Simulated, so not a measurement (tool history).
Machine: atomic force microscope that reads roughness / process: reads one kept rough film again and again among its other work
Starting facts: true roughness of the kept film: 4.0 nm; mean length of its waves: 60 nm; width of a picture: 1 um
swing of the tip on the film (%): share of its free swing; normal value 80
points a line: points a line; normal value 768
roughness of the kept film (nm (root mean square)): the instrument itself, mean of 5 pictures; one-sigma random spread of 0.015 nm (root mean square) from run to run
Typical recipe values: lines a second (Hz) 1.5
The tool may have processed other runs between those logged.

run	hour	lines a second (Hz)	swing of the tip on the film (%)	points a line	roughness of the kept film (nm (root mean square))
1	0	1.5	80	768	3.191
# hour 26.2: new tip fitted
2	49.1	1.5	77	768	3.537
3	91.6	1.5	80	421	3.441
4	129.8	1.5	80	768	3.407
5	154.7	1.5	72	768	3.519
6	189.8	1.5	72	768	3.495
7	224.7	1.5	72	768	3.459
8	256.8	1.96	80	768	3.228
9	280.5	1.96	80	768	3.203
10	322.8	1.96	80	768	3.18
11	367.6	1.96	80	768	3.138
12	396	1.5	80	558	3.212
# hour 403.1: new tip fitted
13	446.5	1.5	80	558	3.475
14	486.2	1.5	80	918	3.47
15	516.3	1.5	80	644	3.41
16	544	1.5	80	768	3.387
17	581	1.5	80	768	3.366
18	618.5	1.5	80	768	3.344
19	668.4	1.5	80	768	3.314
20	691.1	1.5	58	768	3.518
21	737.6	1.5	59	768	3.477
# hour 779: new tip fitted
22	787.2	1.5	74	768	3.611
23	832.8	0.94	74	768	3.68
24	876	1.5	80	768	3.452
25	914.4	1.5	80	768	3.421
26	939.3	1.5	88	768	3.248
27	968.7	0.97	59	388	3.612
28	1017.1	0.97	59	388	3.58
29	1069.8	3.52	57	356	3.402
30	1111.6	3.52	57	356	3.41
31	1135.9	3.52	57	356	3.364
# hour 1154.7: new tip fitted
32	1164.9	1.07	69	757	3.702
33	1202.1	1.07	69	757	3.727
34	1245.7	1.5	80	349	3.454
35	1271.3	0.67	55	768	3.732
36	1308.7	0.78	61	1013	3.666
37	1349.8	0.78	61	1013	3.687
38	1401.2	0.78	61	1013	3.619
39	1422.9	0.78	61	1013	3.588
40	1466.1	1.48	57	705	3.524
41	1492.7	1.44	61	768	3.478
42	1526.8	1.44	61	768	3.435
# hour 1532.2: new tip fitted
43	1561.2	1.44	61	768	3.758
44	1606	1.5	86	476	3.39
45	1649.5	2.49	62	275	3.558
46	1685.5	2.49	62	275	3.56
47	1731.5	2.49	62	275	3.519
48	1772	1.52	68	1006	3.508
49	1808.8	3.46	81	351	2.97
50	1837.3	1.61	61	768	3.51
# hour 1851.4: height scale calibrated on a step standard
51	1870.1	1.61	61	335	3.37
# hour 1910.4: new tip fitted
52	1922	1.61	61	335	3.681

Each run again, without the hidden state but with its own random variation kept:
The hidden state here: radius of the tip, nm; height scale over the true one, %; drift of the gauge itself on roughness_nm, %.
run	roughness of the kept film (nm (root mean square))
1	3.473
2	3.53
3	3.471
4	3.468
5	3.607
6	3.614
7	3.606
8	3.392
9	3.382
10	3.391
11	3.38
12	3.483
13	3.474
14	3.503
15	3.466
16	3.465
17	3.474
18	3.48
19	3.488
20	3.72
21	3.715
22	3.575
23	3.683
24	3.493
25	3.491
26	3.334
27	3.735
28	3.744
29	3.602
30	3.646
31	3.613
32	3.651
33	3.706
34	3.475
35	3.777
36	3.743
37	3.801
38	3.775
39	3.76
40	3.729
41	3.703
42	3.685
43	3.714
44	3.383
45	3.587
46	3.62
47	3.614
48	3.639
49	3.106
50	3.696
51	3.661
52	3.695
